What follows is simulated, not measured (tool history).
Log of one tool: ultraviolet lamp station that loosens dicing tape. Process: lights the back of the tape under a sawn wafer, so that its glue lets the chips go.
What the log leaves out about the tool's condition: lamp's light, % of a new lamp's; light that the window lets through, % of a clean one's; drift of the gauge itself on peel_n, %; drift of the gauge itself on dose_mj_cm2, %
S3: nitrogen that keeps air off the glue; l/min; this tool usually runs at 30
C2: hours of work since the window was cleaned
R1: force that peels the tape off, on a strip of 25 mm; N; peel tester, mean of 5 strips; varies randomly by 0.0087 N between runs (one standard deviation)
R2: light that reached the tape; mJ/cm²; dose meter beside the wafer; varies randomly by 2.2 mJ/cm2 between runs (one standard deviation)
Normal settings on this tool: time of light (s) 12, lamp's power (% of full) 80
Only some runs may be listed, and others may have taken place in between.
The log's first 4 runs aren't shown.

{"run": 5, "day": 2.5, "time of light (s)": 12, "lamp's power (% of full)": 80, "S3": 30, "hours of work of the lamp": 486, "C2": 229, "R1": 0.363, "R2": 200}
{"run": 6, "day": 3.033, "time of light (s)": 12, "lamp's power (% of full)": 65, "S3": 30, "hours of work of the lamp": 493, "C2": 237, "R1": 0.492, "R2": 161}
{"run": 7, "day": 3.704, "time of light (s)": 12, "lamp's power (% of full)": 80, "S3": 30, "hours of work of the lamp": 502, "C2": 246, "R1": 0.353, "R2": 198}
{"run": 8, "day": 4.358, "time of light (s)": 12, "lamp's power (% of full)": 80, "S3": 30, "hours of work of the lamp": 511, "C2": 255, "R1": 0.355, "R2": 201}
{"run": 9, "day": 4.933, "time of light (s)": 12, "lamp's power (% of full)": 80, "S3": 30, "hours of work of the lamp": 519, "C2": 263, "R1": 0.367, "R2": 196}
{"day": 5.121, "done": "window cleaned of glue's vapour"}
{"run": 10, "day": 5.758, "time of light (s)": 12, "lamp's power (% of full)": 80, "S3": 30, "hours of work of the lamp": 530, "C2": 9, "R1": 0.348, "R2": 199}
{"run": 11, "day": 6.421, "time of light (s)": 12, "lamp's power (% of full)": 81, "S3": 30, "hours of work of the lamp": 539, "C2": 18, "R1": 0.336, "R2": 201}
{"run": 12, "day": 6.917, "time of light (s)": 12, "lamp's power (% of full)": 81, "S3": 30, "hours of work of the lamp": 546, "C2": 25, "R1": 0.361, "R2": 198}
{"run": 13, "day": 7.667, "time of light (s)": 12, "lamp's power (% of full)": 81, "S3": 30, "hours of work of the lamp": 556, "C2": 35, "R1": 0.354, "R2": 201}
{"run": 14, "day": 8.038, "time of light (s)": 12, "lamp's power (% of full)": 80, "S3": 16, "hours of work of the lamp": 561, "C2": 40, "R1": 0.559, "R2": 200}
{"run": 15, "day": 8.4, "time of light (s)": 12, "lamp's power (% of full)": 80, "S3": 16, "hours of work of the lamp": 566, "C2": 45, "R1": 0.566, "R2": 204}
{"run": 16, "day": 9.183, "time of light (s)": 12, "lamp's power (% of full)": 80, "S3": 16, "hours of work of the lamp": 577, "C2": 55, "R1": 0.546, "R2": 200}
{"run": 17, "day": 9.612, "time of light (s)": 12, "lamp's power (% of full)": 80, "S3": 30, "hours of work of the lamp": 582, "C2": 61, "R1": 0.351, "R2": 197}
{"run": 18, "day": 10.108, "time of light (s)": 12, "lamp's power (% of full)": 80, "S3": 30, "hours of work of the lamp": 589, "C2": 68, "R1": 0.345, "R2": 200}
{"run": 19, "day": 10.604, "time of light (s)": 12, "lamp's power (% of full)": 80, "S3": 30, "hours of work of the lamp": 596, "C2": 75, "R1": 0.367, "R2": 199}
{"run": 20, "day": 11.404, "time of light (s)": 12, "lamp's power (% of full)": 80, "S3": 30, "hours of work of the lamp": 607, "C2": 86, "R1": 0.35, "R2": 203}
{"run": 21, "day": 12.054, "time of light (s)": 12, "lamp's power (% of full)": 80, "S3": 30, "hours of work of the lamp": 616, "C2": 95, "R1": 0.35, "R2": 201}
{"run": 22, "day": 12.858, "time of light (s)": 12, "lamp's power (% of full)": 80, "S3": 30, "hours of work of the lamp": 627, "C2": 106, "R1": 0.369, "R2": 198}
{"run": 23, "day": 13.367, "time of light (s)": 24, "lamp's power (% of full)": 65, "S3": 30, "hours of work of the lamp": 634, "C2": 113, "R1": 0.156, "R2": 330}
{"run": 24, "day": 13.817, "time of light (s)": 24, "lamp's power (% of full)": 65, "S3": 30, "hours of work of the lamp": 640, "C2": 119, "R1": 0.155, "R2": 323}
{"run": 25, "day": 14.367, "time of light (s)": 18, "lamp's power (% of full)": 65, "S3": 25, "hours of work of the lamp": 647, "C2": 126, "R1": 0.284, "R2": 241}

Predict the results of run 26:
{"run": 26, "day": 15.012, "time of light (s)": 18, "lamp's power (% of full)": 65, "S3": 25, "hours of work of the lamp": 656, "C2": 135, "R1": "?", "R2": "?"}

Run 26 measured R1 0.296 N, R2 242 mJ/cm².
With the hidden condition absent and the run-to-run variation left alone, this run would have shown R1 0.295 N, R2 243 mJ/cm².
